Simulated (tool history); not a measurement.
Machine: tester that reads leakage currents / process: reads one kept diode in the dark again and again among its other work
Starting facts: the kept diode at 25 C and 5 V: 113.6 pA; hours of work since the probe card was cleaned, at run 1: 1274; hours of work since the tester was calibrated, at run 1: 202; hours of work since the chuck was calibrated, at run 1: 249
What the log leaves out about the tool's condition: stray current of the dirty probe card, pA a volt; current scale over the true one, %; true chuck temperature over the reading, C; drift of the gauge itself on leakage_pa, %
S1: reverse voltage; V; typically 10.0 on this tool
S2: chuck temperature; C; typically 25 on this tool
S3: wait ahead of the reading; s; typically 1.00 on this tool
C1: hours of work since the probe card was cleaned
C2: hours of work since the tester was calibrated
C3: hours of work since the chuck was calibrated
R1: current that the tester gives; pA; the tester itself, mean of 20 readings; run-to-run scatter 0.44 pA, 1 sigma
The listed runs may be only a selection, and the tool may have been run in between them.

run,day,S1,S2,S3,C1,C2,C3,R1
1,0.000,10.0,25,1.00,1274,202,249,159.40
2,1.554,10.0,25,1.00,1299,227,273,160.36
3,2.646,10.0,25,1.00,1316,244,290,160.37
4,3.792,10.0,25,1.87,1334,262,308,161.30
5,5.708,10.0,25,1.87,1364,292,339,162.48
6,6.804,10.0,25,1.87,1382,310,356,162.36
7,8.979,10.0,25,1.87,1416,344,390,163.44
8,10.050,10.0,25,1.87,1433,361,407,163.35
9,11.925,10.0,25,6.45,1463,391,437,165.01
10,12.933,10.0,25,6.45,1479,406,453,164.80
11,14.208,10.0,25,1.00,1499,427,473,165.46
12,16.550,10.0,25,1.00,1536,464,510,166.90
13,18.162,10.0,25,1.00,1561,489,535,167.20
14,19.146,16.5,50,1.40,1577,505,551,1043.94
15,20.658,16.5,50,1.40,1601,528,575,1050.01
# day 20.879: tester calibrated
16,22.683,1.2,35,0.45,1631,29,605,149.02
17,24.575,17.9,39,2.75,1661,58,635,543.99
# day 24.854: tester calibrated, once more
18,25.712,10.6,22,1.64,1678,14,652,142.57
19,27.588,13.3,22,0.36,1707,43,682,158.88
20,29.796,1.4,46,1.00,1742,78,716,332.76
21,31.425,4.5,45,8.48,1768,104,742,477.72
22,32.558,4.5,45,8.48,1786,122,760,481.98
23,34.196,4.8,32,1.00,1812,148,786,209.50
24,36.104,10.0,20,2.95,1842,178,816,124.85
25,37.221,11.7,20,1.11,1859,195,834,134.10

Each row is a separate what-if for the run after 25, all from the same tool condition, not one after another. Results?
A,39.212,3.0,29,0.78,1891,227,865,?
B,39.212,11.7,20,0.43,1891,227,865,?
C,39.212,19.6,32,0.57,1891,227,865,?
D,39.212,10.0,20,1.00,1891,227,865,?

run,R1
A,144.61
B,136.63
C,369.57
D,127.51
Take away the tool's hidden state, keep each run's random variation, and the runs would have read:
run,R1
A,127.26
B,107.55
C,309.83
D,101.49
